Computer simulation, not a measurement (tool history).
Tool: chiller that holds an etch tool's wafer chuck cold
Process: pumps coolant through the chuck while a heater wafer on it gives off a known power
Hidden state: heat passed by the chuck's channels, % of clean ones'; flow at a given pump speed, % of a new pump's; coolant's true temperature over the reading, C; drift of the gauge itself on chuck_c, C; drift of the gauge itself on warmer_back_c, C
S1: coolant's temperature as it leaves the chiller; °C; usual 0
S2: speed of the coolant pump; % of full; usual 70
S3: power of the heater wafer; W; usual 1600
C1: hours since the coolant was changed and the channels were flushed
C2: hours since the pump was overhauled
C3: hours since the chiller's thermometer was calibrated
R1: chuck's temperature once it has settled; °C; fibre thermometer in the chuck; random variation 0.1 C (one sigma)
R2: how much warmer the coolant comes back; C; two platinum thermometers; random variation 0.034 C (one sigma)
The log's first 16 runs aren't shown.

run	hour	S1	S2	S3	C1	C2	C3	R1	R2
17	726.0	-4	70	1600	2193	1137	2666	9.2	5.53
18	774.5	-4	67	2027	2241	1185	2715	13.4	7.33
19	829.4	-4	67	2027	2296	1240	2769	13.5	7.32
20	889.1	7	67	931	2356	1300	2829	15.0	3.36
21	920.4	10	70	1180	2387	1331	2860	19.8	4.01
22	982.5	-1	60	1690	2449	1393	2923	14.5	6.88
23	1040.5	-1	60	1690	2507	1451	2980	14.5	6.88
24	1072.8	-1	69	1581	2539	1483	3013	12.3	5.52
25	1109.3	2	69	1581	2576	1520	3049	15.0	5.53
26	1149.1	2	69	1581	2616	1560	3089	15.2	5.55
27	1183.6	0	62	962	2650	1594	3124	8.5	3.74
28	1234.7	0	62	962	2701	1645	3175	8.6	3.76
29	1292.2	0	62	962	2759	1703	3232	8.7	3.77

Forecast run 30:
30	1330.7	0	79	1303	2797	1741	3271	?	?

{"run 30": {"R1": 9.9, "R2": 3.97}}
Without the tool's hidden state the same run would have given R1 9.9 °C, R2 3.97 C.

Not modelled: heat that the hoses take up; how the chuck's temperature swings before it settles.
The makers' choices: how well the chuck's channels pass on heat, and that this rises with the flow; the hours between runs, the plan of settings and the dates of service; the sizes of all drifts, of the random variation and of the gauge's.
